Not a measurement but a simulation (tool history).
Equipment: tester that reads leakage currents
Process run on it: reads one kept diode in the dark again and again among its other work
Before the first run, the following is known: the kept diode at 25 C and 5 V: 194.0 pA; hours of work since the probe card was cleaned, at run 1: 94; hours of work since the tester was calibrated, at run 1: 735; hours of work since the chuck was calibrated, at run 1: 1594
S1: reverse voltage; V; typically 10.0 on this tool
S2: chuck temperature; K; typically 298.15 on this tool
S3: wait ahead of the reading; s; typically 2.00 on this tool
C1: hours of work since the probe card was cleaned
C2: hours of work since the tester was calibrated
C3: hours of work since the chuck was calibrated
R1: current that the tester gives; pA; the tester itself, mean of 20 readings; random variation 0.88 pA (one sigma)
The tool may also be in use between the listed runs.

run	hour	S1	S2	S3	C1	C2	C3	R1
1	0.0	10.0	298.15	2.00	94	735	1594	254.65
2	66.3	10.0	298.15	2.00	146	787	1647	255.08
3	135.5	10.0	298.15	2.00	201	842	1701	254.08
4	181.1	10.0	298.15	2.00	237	878	1737	253.74
5	247.9	10.0	298.15	2.00	290	931	1790	253.23
6	307.3	1.5	298.15	2.00	337	978	1837	83.63
7	351.0	4.1	298.15	2.00	371	1012	1872	149.55
8	383.0	4.1	298.15	2.00	396	1038	1897	149.28
9	436.4	4.1	298.15	2.00	439	1080	1939	148.89
10	476.5	4.1	298.15	2.00	470	1112	1971	148.97
11	527.1	4.1	298.15	0.92	510	1152	2011	149.83
12	581.8	10.0	320.15	2.00	554	1195	2054	1193.00
13	649.6	10.0	320.15	2.00	607	1249	2108	1193.15
# hour 680.7: chuck's temperature calibrated
14	712.3	1.2	298.15	2.00	655	1296	25	85.33
15	750.5	7.4	299.15	1.24	685	1327	55	267.93
16	823.7	7.4	314.15	1.27	743	1385	113	772.72
17	876.4	10.0	307.15	2.00	785	1426	155	564.93
18	926.8	1.3	294.15	6.76	825	1466	194	65.42
19	994.8	10.0	332.15	0.58	878	1520	248	2934.47
20	1029.8	10.0	310.15	7.85	906	1547	276	696.21
21	1098.0	2.8	298.15	2.00	960	1601	330	137.95
22	1165.9	18.6	308.15	1.45	1014	1655	383	863.86
23	1214.0	18.6	308.15	1.45	1052	1693	421	857.06

Run 24, settings as shown, results not yet in. Your forecast:
24	1274.3	4.1	309.15	4.73	1099	1741	469	?

Run 24 came out at R1 379.25 pA.
Had the tool carried no hidden state, the very same run would have given R1 388.64 pA.
